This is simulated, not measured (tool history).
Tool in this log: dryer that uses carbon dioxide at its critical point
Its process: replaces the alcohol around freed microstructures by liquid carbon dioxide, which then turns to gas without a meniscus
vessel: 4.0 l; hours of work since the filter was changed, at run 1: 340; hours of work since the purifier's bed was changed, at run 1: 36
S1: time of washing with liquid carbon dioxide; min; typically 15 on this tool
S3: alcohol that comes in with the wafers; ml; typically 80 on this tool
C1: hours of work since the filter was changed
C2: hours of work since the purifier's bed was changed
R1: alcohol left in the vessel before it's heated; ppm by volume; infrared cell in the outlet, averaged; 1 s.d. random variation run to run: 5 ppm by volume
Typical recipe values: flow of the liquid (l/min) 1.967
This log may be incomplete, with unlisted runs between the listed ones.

run 1 day=0.000 | S1=15 flow_of_the_liquid_(l/min)=1.967 S3=80 | C1=340 C2=36 | R1=62
run 2 day=0.350 | S1=15 flow_of_the_liquid_(l/min)=1.967 S3=80 | C1=344 C2=39 | R1=56
run 3 day=0.858 | S1=15 flow_of_the_liquid_(l/min)=1.967 S3=80 | C1=349 C2=44 | R1=52
run 4 day=1.100 | S1=15 flow_of_the_liquid_(l/min)=1.967 S3=80 | C1=351 C2=47 | R1=51
run 5 day=1.650 | S1=15 flow_of_the_liquid_(l/min)=1.490 S3=80 | C1=356 C2=52 | R1=187
run 6 day=1.954 | S1=15 flow_of_the_liquid_(l/min)=1.967 S3=80 | C1=359 C2=55 | R1=60
run 7 day=2.300 | S1=10 flow_of_the_liquid_(l/min)=1.967 S3=80 | C1=363 C2=59 | R1=354
run 8 day=2.658 | S1=15 flow_of_the_liquid_(l/min)=1.490 S3=80 | C1=366 C2=62 | R1=208
-- day=3.108 inlet filter changed
run 9 day=3.221 | S1=11 flow_of_the_liquid_(l/min)=1.490 S3=80 | C1=1 C2=67 | R1=382
run 10 day=3.683 | S1=11 flow_of_the_liquid_(l/min)=1.870 S3=80 | C1=6 C2=72 | R1=143
run 11 day=4.200 | S1=11 flow_of_the_liquid_(l/min)=1.870 S3=80 | C1=11 C2=77 | R1=147
run 12 day=4.625 | S1=11 flow_of_the_liquid_(l/min)=1.870 S3=80 | C1=15 C2=81 | R1=149
run 13 day=5.062 | S1=11 flow_of_the_liquid_(l/min)=2.660 S3=80 | C1=19 C2=85 | R1=39
run 14 day=5.392 | S1=15 flow_of_the_liquid_(l/min)=1.967 S3=80 | C1=23 C2=89 | R1=39
run 15 day=5.733 | S1=15 flow_of_the_liquid_(l/min)=1.967 S3=54 | C1=26 C2=92 | R1=29
run 16 day=6.188 | S1=15 flow_of_the_liquid_(l/min)=1.967 S3=54 | C1=30 C2=96 | R1=37
run 17 day=6.454 | S1=17 flow_of_the_liquid_(l/min)=1.967 S3=54 | C1=33 C2=99 | R1=21
run 18 day=6.796 | S1=17 flow_of_the_liquid_(l/min)=1.967 S3=54 | C1=36 C2=102 | R1=23
run 19 day=7.317 | S1=17 flow_of_the_liquid_(l/min)=1.967 S3=54 | C1=41 C2=108 | R1=31
run 20 day=7.612 | S1=15 flow_of_the_liquid_(l/min)=1.967 S3=20 | C1=44 C2=110 | R1=19
run 21 day=7.871 | S1=15 flow_of_the_liquid_(l/min)=1.967 S3=20 | C1=47 C2=113 | R1=25
run 22 day=8.292 | S1=15 flow_of_the_liquid_(l/min)=1.967 S3=20 | C1=51 C2=117 | R1=38
run 23 day=8.646 | S1=15 flow_of_the_liquid_(l/min)=1.967 S3=20 | C1=55 C2=121 | R1=26
run 24 day=9.000 | S1=15 flow_of_the_liquid_(l/min)=1.967 S3=32 | C1=58 C2=124 | R1=27
run 25 day=9.533 | S1=15 flow_of_the_liquid_(l/min)=1.967 S3=32 | C1=63 C2=129 | R1=33
run 26 day=9.929 | S1=17 flow_of_the_liquid_(l/min)=1.967 S3=80 | C1=67 C2=133 | R1=31
run 27 day=10.204 | S1=14 flow_of_the_liquid_(l/min)=2.890 S3=57 | C1=70 C2=136 | R1=26
run 28 day=10.596 | S1=14 flow_of_the_liquid_(l/min)=2.890 S3=57 | C1=74 C2=140 | R1=24
run 29 day=11.025 | S1=16 flow_of_the_liquid_(l/min)=2.970 S3=51 | C1=78 C2=144 | R1=23
run 30 day=11.571 | S1=16 flow_of_the_liquid_(l/min)=2.970 S3=51 | C1=83 C2=150 | R1=30
run 31 day=11.979 | S1=10 flow_of_the_liquid_(l/min)=2.430 S3=20 | C1=87 C2=154 | R1=45
run 32 day=12.525 | S1=10 flow_of_the_liquid_(l/min)=1.510 S3=55 | C1=93 C2=159 | R1=420
run 33 day=12.829 | S1=12 flow_of_the_liquid_(l/min)=2.390 S3=47 | C1=96 C2=162 | R1=39
run 34 day=13.383 | S1=19 flow_of_the_liquid_(l/min)=1.430 S3=85 | C1=101 C2=167 | R1=59
run 35 day=13.804 | S1=23 flow_of_the_liquid_(l/min)=1.380 S3=20 | C1=105 C2=172 | R1=31
run 36 day=14.079 | S1=23 flow_of_the_liquid_(l/min)=1.967 S3=54 | C1=108 C2=174 | R1=29
run 37 day=14.642 | S1=12 flow_of_the_liquid_(l/min)=2.150 S3=39 | C1=114 C2=180 | R1=45
run 38 day=14.888 | S1=12 flow_of_the_liquid_(l/min)=2.150 S3=39 | C1=116 C2=182 | R1=53
run 39 day=15.238 | S1=12 flow_of_the_liquid_(l/min)=2.150 S3=39 | C1=120 C2=186 | R1=62
run 40 day=15.550 | S1=12 flow_of_the_liquid_(l/min)=2.150 S3=39 | C1=123 C2=189 | R1=58
run 41 day=15.858 | S1=10 flow_of_the_liquid_(l/min)=2.320 S3=65 | C1=126 C2=192 | R1=113
run 42 day=16.379 | S1=11 flow_of_the_liquid_(l/min)=1.470 S3=84 | C1=131 C2=197 | R1=521
run 43 day=16.608 | S1=22 flow_of_the_liquid_(l/min)=2.320 S3=22 | C1=133 C2=199 | R1=28
run 44 day=17.108 | S1=21 flow_of_the_liquid_(l/min)=3.300 S3=102 | C1=138 C2=204 | R1=33
run 45 day=17.633 | S1=15 flow_of_the_liquid_(l/min)=1.967 S3=20 | C1=143 C2=209 | R1=38
run 46 day=18.129 | S1=15 flow_of_the_liquid_(l/min)=1.967 S3=20 | C1=148 C2=214 | R1=42
run 47 day=18.596 | S1=10 flow_of_the_liquid_(l/min)=2.060 S3=20 | C1=153 C2=219 | R1=82

Hidden condition of the tool, last listed run before each entry between runs versus first listed run after:
In the gap between runs 8 and 9: inlet filter changed (day 3.108)
  flow that reaches the vessel past the clogged filter, %: 84.9 -> 99.6; alcohol in the recycled carbon dioxide, ppm: 13.4 -> 14.1
  what was measured, less what the result would be without the hidden state, R1: +113 -> +15 ppm by volume

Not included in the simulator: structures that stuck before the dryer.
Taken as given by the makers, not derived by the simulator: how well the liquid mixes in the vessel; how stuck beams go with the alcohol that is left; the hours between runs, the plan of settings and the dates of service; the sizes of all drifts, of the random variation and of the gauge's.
